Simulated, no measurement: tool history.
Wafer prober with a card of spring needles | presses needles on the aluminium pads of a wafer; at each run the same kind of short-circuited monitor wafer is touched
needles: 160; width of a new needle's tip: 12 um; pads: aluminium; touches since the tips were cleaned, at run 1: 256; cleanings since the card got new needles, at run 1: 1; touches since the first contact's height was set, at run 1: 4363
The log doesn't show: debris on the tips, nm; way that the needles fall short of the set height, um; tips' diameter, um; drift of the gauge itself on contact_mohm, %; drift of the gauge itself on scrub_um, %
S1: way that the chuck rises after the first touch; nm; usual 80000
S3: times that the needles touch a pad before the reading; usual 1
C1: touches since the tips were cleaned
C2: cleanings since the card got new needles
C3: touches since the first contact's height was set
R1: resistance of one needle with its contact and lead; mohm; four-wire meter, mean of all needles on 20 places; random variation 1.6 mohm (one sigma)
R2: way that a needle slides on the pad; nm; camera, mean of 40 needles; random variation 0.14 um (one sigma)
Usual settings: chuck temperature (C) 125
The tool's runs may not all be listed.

run 1 hour=0.0 | S1=80000 chuck_temperature_(C)=125 S3=1 | C1=256 C2=1 C3=4363 | R1=156 R2=19010
-- hour=6.8 tips cleaned on abrasive film
-- hour=13.6 tips cleaned on abrasive film
-- hour=22.1 tips cleaned on abrasive film
-- hour=30.6 tips cleaned on abrasive film
-- hour=39.1 tips cleaned on abrasive film
-- hour=47.5 tips cleaned on abrasive film
-- hour=56.0 tips cleaned on abrasive film
run 2 hour=56.9 | S1=80000 chuck_temperature_(C)=125 S3=1 | C1=528 C2=8 C3=38768 | R1=165 R2=18600
-- hour=63.7 tips cleaned on abrasive film
-- hour=70.5 tips cleaned on abrasive film
-- hour=77.3 tips cleaned on abrasive film
-- hour=84.1 tips cleaned on abrasive film
-- hour=92.6 tips cleaned on abrasive film
-- hour=101.1 tips cleaned on abrasive film
-- hour=109.6 tips cleaned on abrasive film
-- hour=116.4 tips cleaned on abrasive film
-- hour=123.2 tips cleaned on abrasive film
run 3 hour=124.2 | S1=89000 chuck_temperature_(C)=125 S3=1 | C1=600 C2=17 C3=79408 | R1=161 R2=20440
-- hour=131.0 tips cleaned on abrasive film
-- hour=137.8 tips cleaned on abrasive film
-- hour=144.6 tips cleaned on abrasive film
-- hour=151.4 tips cleaned on abrasive film
-- hour=159.9 tips cleaned on abrasive film
-- hour=166.7 tips cleaned on abrasive film
-- hour=173.5 tips cleaned on abrasive film
-- hour=180.8 tips cleaned on abrasive film
run 4 hour=180.8 | S1=89000 chuck_temperature_(C)=125 S3=1 | C1=0 C2=25 C3=113599 | R1=152 R2=20480
-- hour=189.3 tips cleaned on abrasive film
-- hour=196.1 tips cleaned on abrasive film
-- hour=202.9 tips cleaned on abrasive film
-- hour=209.7 tips cleaned on abrasive film
-- hour=218.2 tips cleaned on abrasive film
-- hour=226.7 tips cleaned on abrasive film
-- hour=233.5 tips cleaned on abrasive film
-- hour=242.0 tips cleaned on abrasive film
-- hour=248.8 tips cleaned on abrasive film
run 5 hour=249.0 | S1=89000 chuck_temperature_(C)=125 S3=1 | C1=114 C2=34 C3=154777 | R1=152 R2=20300
-- hour=255.8 tips cleaned on abrasive film
-- hour=259.4 height of the first contact set anew
-- hour=264.6 tips cleaned on abrasive film
-- hour=271.4 tips cleaned on abrasive film
-- hour=279.9 tips cleaned on abrasive film
-- hour=286.7 tips cleaned on abrasive film
-- hour=295.2 tips cleaned on abrasive film
-- hour=303.6 tips cleaned on abrasive film
-- hour=312.1 tips cleaned on abrasive film
-- hour=318.9 tips cleaned on abrasive film
-- hour=327.4 tips cleaned on abrasive film
run 6 hour=329.4 | S1=73000 chuck_temperature_(C)=125 S3=1 | C1=1231 C2=44 C3=42297 | R1=183 R2=15960
-- hour=334.6 tips cleaned on abrasive film
-- hour=341.4 tips cleaned on abrasive film
-- hour=349.8 tips cleaned on abrasive film
-- hour=356.7 tips cleaned on abrasive film
-- hour=365.1 tips cleaned on abrasive film
-- hour=373.6 tips cleaned on abrasive film
-- hour=382.1 tips cleaned on abrasive film
-- hour=390.6 tips cleaned on abrasive film
-- hour=399.1 tips cleaned on abrasive film
run 7 hour=403.2 | S1=73000 chuck_temperature_(C)=125 S3=1 | C1=2530 C2=53 C3=86916 | R1=210 R2=15540
-- hour=406.7 tips cleaned on abrasive film
-- hour=415.1 tips cleaned on abrasive film
-- hour=423.6 tips cleaned on abrasive film
-- hour=425.6 height of the first contact set anew, once more
-- hour=430.7 tips cleaned on abrasive film
-- hour=437.5 tips cleaned on abrasive film
-- hour=446.0 tips cleaned on abrasive film
-- hour=454.5 tips cleaned on abrasive film
-- hour=463.0 tips cleaned on abrasive film
-- hour=471.5 tips cleaned on abrasive film
-- hour=480.0 tips cleaned on abrasive film
run 8 hour=486.5 | S1=80000 chuck_temperature_(C)=125 S3=1 | C1=4015 C2=63 C3=36867 | R1=206 R2=18630
-- hour=488.3 tips cleaned on abrasive film
-- hour=496.8 tips cleaned on abrasive film
-- hour=505.3 tips cleaned on abrasive film
-- hour=512.1 tips cleaned on abrasive film
-- hour=520.6 tips cleaned on abrasive film
-- hour=529.0 tips cleaned on abrasive film
-- hour=537.5 tips cleaned on abrasive film
run 9 hour=538.0 | S1=80000 chuck_temperature_(C)=125 S3=1 | C1=304 C2=70 C3=67971 | R1=166 R2=18610
-- hour=544.8 tips cleaned on abrasive film
-- hour=553.3 tips cleaned on abrasive film
-- hour=560.1 tips cleaned on abrasive film
-- hour=568.6 tips cleaned on abrasive film
-- hour=575.4 tips cleaned on abrasive film
-- hour=583.9 tips cleaned on abrasive film
-- hour=592.4 tips cleaned on abrasive film
run 10 hour=598.0 | S1=80000 chuck_temperature_(C)=36 S3=1 | C1=3440 C2=77 C3=104262 | R1=200 R2=18580
-- hour=599.8 tips cleaned on abrasive film
-- hour=608.3 tips cleaned on abrasive film
-- hour=616.8 tips cleaned on abrasive film
-- hour=625.2 tips cleaned on abrasive film
-- hour=632.0 tips cleaned on abrasive film
-- hour=638.9 tips cleaned on abrasive film
-- hour=647.3 tips cleaned on abrasive film
-- hour=655.8 tips cleaned on abrasive film
-- hour=664.3 tips cleaned on abrasive film
-- hour=672.8 tips cleaned on abrasive film
-- hour=681.3 tips cleaned on abrasive film
run 11 hour=685.2 | S1=65000 chuck_temperature_(C)=124 S3=1 | C1=2393 C2=88 C3=156962 | R1=218 R2=14710
-- hour=688.6 tips cleaned on abrasive film
-- hour=690.6 height of the first contact set anew
-- hour=695.7 tips cleaned on abrasive film
-- hour=704.2 tips cleaned on abrasive film
-- hour=712.7 tips cleaned on abrasive film
-- hour=719.5 tips cleaned on abrasive film
-- hour=728.0 tips cleaned on abrasive film
-- hour=736.5 tips cleaned on abrasive film
-- hour=743.3 tips cleaned on abrasive film
run 12 hour=749.3 | S1=62000 chuck_temperature_(C)=43 S3=2 | C1=3664 C2=96 C3=35491 | R1=205 R2=14470
-- hour=751.1 tips cleaned on abrasive film
-- hour=757.9 tips cleaned on abrasive film
-- hour=766.3 tips cleaned on abrasive film
-- hour=774.8 tips cleaned on abrasive film
-- hour=781.6 tips cleaned on abrasive film
-- hour=790.1 tips cleaned on abrasive film
-- hour=796.9 tips cleaned on abrasive film
-- hour=805.4 tips cleaned on abrasive film
-- hour=813.9 tips cleaned on abrasive film
-- hour=822.4 tips cleaned on abrasive film
run 13 hour=827.4 | S1=67000 chuck_temperature_(C)=96 S3=1 | C1=3065 C2=106 C3=82702 | R1=238 R2=15550
-- hour=830.8 tips cleaned on abrasive film
-- hour=839.3 tips cleaned on abrasive film
-- hour=847.8 tips cleaned on abrasive film
-- hour=854.6 tips cleaned on abrasive film
-- hour=863.1 tips cleaned on abrasive film
-- hour=869.9 tips cleaned on abrasive film
-- hour=878.4 tips cleaned on abrasive film
-- hour=886.9 tips cleaned on abrasive film
-- hour=895.4 tips cleaned on abrasive film
-- hour=902.2 tips cleaned on abrasive film
-- hour=910.7 tips cleaned on abrasive film
run 14 hour=912.8 | S1=78000 chuck_temperature_(C)=38 S3=1 | C1=1341 C2=117 C3=134349 | R1=175 R2=17980
-- hour=918.0 tips cleaned on abrasive film
-- hour=926.5 tips cleaned on abrasive film
-- hour=934.9 tips cleaned on abrasive film
-- hour=941.8 tips cleaned on abrasive film
-- hour=950.2 tips cleaned on abrasive film
-- hour=955.6 height of the first contact set anew
-- hour=957.3 tips cleaned on abrasive film
-- hour=964.2 tips cleaned on abrasive film
-- hour=972.6 tips cleaned on abrasive film
-- hour=981.1 tips cleaned on abrasive film
-- hour=989.6 tips cleaned on abrasive film
-- hour=996.4 tips cleaned on abrasive film
run 15 hour=998.5 | S1=78000 chuck_temperature_(C)=62 S3=1 | C1=1282 C2=128 C3=25921 | R1=188 R2=18110
-- hour=1003.6 tips cleaned on abrasive film
-- hour=1012.1 tips cleaned on abrasive film
-- hour=1020.6 tips cleaned on abrasive film
-- hour=1027.4 tips cleaned on abrasive film
-- hour=1034.2 tips cleaned on abrasive film
-- hour=1042.7 tips cleaned on abrasive film
-- hour=1051.2 tips cleaned on abrasive film
-- hour=1058.0 tips cleaned on abrasive film
-- hour=1066.5 tips cleaned on abrasive film
-- hour=1073.3 tips cleaned on abrasive film
run 16 hour=1079.5 | S1=61000 chuck_temperature_(C)=41 S3=1 | C1=3822 C2=138 C3=74917 | R1=287 R2=13990
-- hour=1081.3 tips cleaned on abrasive film
-- hour=1088.1 tips cleaned on abrasive film
-- hour=1094.9 tips cleaned on abrasive film
-- hour=1103.4 tips cleaned on abrasive film
-- hour=1110.2 tips cleaned on abrasive film
-- hour=1117.0 tips cleaned on abrasive film
-- hour=1125.5 tips cleaned on abrasive film
run 17 hour=1131.1 | S1=61000 chuck_temperature_(C)=103 S3=2 | C1=3414 C2=145 C3=106050 | R1=235 R2=13990
-- hour=1132.9 tips cleaned on abrasive film
-- hour=1139.7 tips cleaned on abrasive film
-- hour=1148.2 tips cleaned on abrasive film
-- hour=1156.6 tips cleaned on abrasive film
-- hour=1165.1 tips cleaned on abrasive film
-- hour=1171.9 tips cleaned on abrasive film
-- hour=1178.7 tips cleaned on abrasive film
-- hour=1187.2 tips cleaned on abrasive film
-- hour=1194.0 tips cleaned on abrasive film
-- hour=1202.5 tips cleaned on abrasive film
run 18 hour=1207.2 | S1=61000 chuck_temperature_(C)=103 S3=2 | C1=2839 C2=155 C3=152008 | R1=224 R2=13230

Forecast each of these 3 alternatives for the next run:
-- hour=1210.6 tips cleaned on abrasive film
-- hour=1219.1 tips cleaned on abrasive film
-- hour=1221.1 height of the first contact set anew
-- hour=1226.2 tips cleaned on abrasive film
-- hour=1233.0 tips cleaned on abrasive film
-- hour=1241.5 tips cleaned on abrasive film
-- hour=1248.3 tips cleaned on abrasive film
-- hour=1255.1 tips cleaned on abrasive film
-- hour=1263.6 tips cleaned on abrasive film
run A hour=1267.6 | S1=60000 chuck_temperature_(C)=125 S3=1 | C1=2484 C2=163 C3=28150 | R1=? R2=?
-- hour=1210.6 tips cleaned on abrasive film
-- hour=1219.1 tips cleaned on abrasive film
-- hour=1221.1 height of the first contact set anew
-- hour=1226.2 tips cleaned on abrasive film
-- hour=1233.0 tips cleaned on abrasive film
-- hour=1241.5 tips cleaned on abrasive film
-- hour=1248.3 tips cleaned on abrasive film
-- hour=1255.1 tips cleaned on abrasive film
-- hour=1263.6 tips cleaned on abrasive film
run B hour=1267.6 | S1=69000 chuck_temperature_(C)=25 S3=1 | C1=2484 C2=163 C3=28150 | R1=? R2=?
-- hour=1210.6 tips cleaned on abrasive film
-- hour=1219.1 tips cleaned on abrasive film
-- hour=1221.1 height of the first contact set anew
-- hour=1226.2 tips cleaned on abrasive film
-- hour=1233.0 tips cleaned on abrasive film
-- hour=1241.5 tips cleaned on abrasive film
-- hour=1248.3 tips cleaned on abrasive film
-- hour=1255.1 tips cleaned on abrasive film
-- hour=1263.6 tips cleaned on abrasive film
run C hour=1267.6 | S1=80000 chuck_temperature_(C)=28 S3=1 | C1=2484 C2=163 C3=28150 | R1=? R2=?

run=A R1=262 R2=14070
run=B R1=233 R2=16250
run=C R1=210 R2=18760
Without the tool's hidden state the same runs would have given:
run=A R1=153 R2=14250
run=B R1=135 R2=16430
run=C R1=135 R2=18940
